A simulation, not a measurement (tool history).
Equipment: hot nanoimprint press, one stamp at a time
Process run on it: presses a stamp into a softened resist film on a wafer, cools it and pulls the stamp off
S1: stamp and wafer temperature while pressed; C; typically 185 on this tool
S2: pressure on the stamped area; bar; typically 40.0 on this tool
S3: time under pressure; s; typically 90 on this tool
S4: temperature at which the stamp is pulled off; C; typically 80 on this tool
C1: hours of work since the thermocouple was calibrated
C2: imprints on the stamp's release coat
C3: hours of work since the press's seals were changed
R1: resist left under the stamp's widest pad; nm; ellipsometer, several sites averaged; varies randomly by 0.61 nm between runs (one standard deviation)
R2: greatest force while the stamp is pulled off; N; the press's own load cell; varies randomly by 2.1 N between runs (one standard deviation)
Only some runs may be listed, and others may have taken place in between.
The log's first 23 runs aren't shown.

run,hour,S1,S2,S3,S4,C1,C2,C3,R1,R2
24,163.3,177,48.8,62,70,230,1134,156,271.7,111
25,168.3,177,53.9,145,70,232,1140,159,201.9,111
26,174.8,175,62.6,60,69,235,1149,162,268.4,110
27,179.2,187,29.6,169,87,237,1155,163,175.6,85
28,189.1,186,27.7,50,88,241,1169,168,273.6,86
29,194.2,186,27.7,50,88,244,1176,170,274.3,80
30,200.3,181,40.0,90,82,246,1184,173,233.4,90
31,208.8,181,43.7,90,75,250,1196,177,224.7,98

What if the next run were any one of these 3? Each begins from the tool's condition after run 31:
A,213.4,196,43.7,79,75,252,1202,179,?,?
B,213.4,185,54.7,111,80,252,1202,179,?,?
C,213.4,174,60.6,90,75,252,1202,179,?,?

run,R1,R2
A,150.4,105
B,168.4,97
C,247.3,104
Stripped of hidden state, with their random variation kept, the same runs would have yielded:
run,R1,R2
A,153.6,104
B,172.1,96
C,252.7,102
